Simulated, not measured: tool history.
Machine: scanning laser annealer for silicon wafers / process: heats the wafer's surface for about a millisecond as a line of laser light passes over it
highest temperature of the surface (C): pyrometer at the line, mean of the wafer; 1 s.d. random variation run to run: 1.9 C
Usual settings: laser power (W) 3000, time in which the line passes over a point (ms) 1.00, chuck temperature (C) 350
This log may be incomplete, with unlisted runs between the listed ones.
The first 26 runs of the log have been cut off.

| run | hour | laser power (W) | time in which the line passes over a point (ms) | chuck temperature (C) | highest temperature of the surface (C) |
|---|---|---|---|---|---|
| 27 | 282.1 | 2777 | 1.00 | 335 | 1014 |
| 28 | 295.9 | 3000 | 1.10 | 388 | 1166 |
| 29 | 310.1 | 3000 | 1.17 | 360 | 1165 |
|  | 315.8 | optics aligned, line set to its width, once more |
| 30 | 328.4 | 3000 | 1.17 | 360 | 1183 |
| 31 | 337.4 | 2977 | 1.05 | 366 | 1124 |
| 32 | 345.3 | 2977 | 1.05 | 366 | 1128 |
| 33 | 359.2 | 3244 | 0.84 | 333 | 1062 |
| 34 | 373.9 | 2676 | 1.11 | 381 | 1083 |
| 35 | 388.6 | 2770 | 0.97 | 381 | 1053 |
| 36 | 403.1 | 2901 | 0.75 | 322 | 928 |
| 37 | 409.5 | 2901 | 0.75 | 322 | 924 |
| 38 | 415.7 | 2838 | 0.89 | 376 | 1029 |
| 39 | 424.9 | 2838 | 0.89 | 376 | 1031 |
| 40 | 437.3 | 2838 | 0.89 | 376 | 1032 |

Consider 5 possible next runs. They are alternatives, not a sequence: every one starts from the tool as it was left by run 40. What does each give?
| A | 450.7 | 3031 | 0.81 | 350 | ? |
| B | 450.7 | 2838 | 1.07 | 376 | ? |
| C | 450.7 | 2923 | 0.80 | 335 | ? |
| D | 450.7 | 3000 | 1.19 | 367 | ? |
| E | 450.7 | 2922 | 1.00 | 350 | ? |

| run | highest temperature of the surface (C) |
|---|---|
| A | 1012 |
| B | 1103 |
| C | 969 |
| D | 1190 |
| E | 1070 |
With no hidden state in the tool, these same runs would have given:
| run | highest temperature of the surface (C) |
|---|---|
| A | 1019 |
| B | 1111 |
| C | 976 |
| D | 1199 |
| E | 1078 |
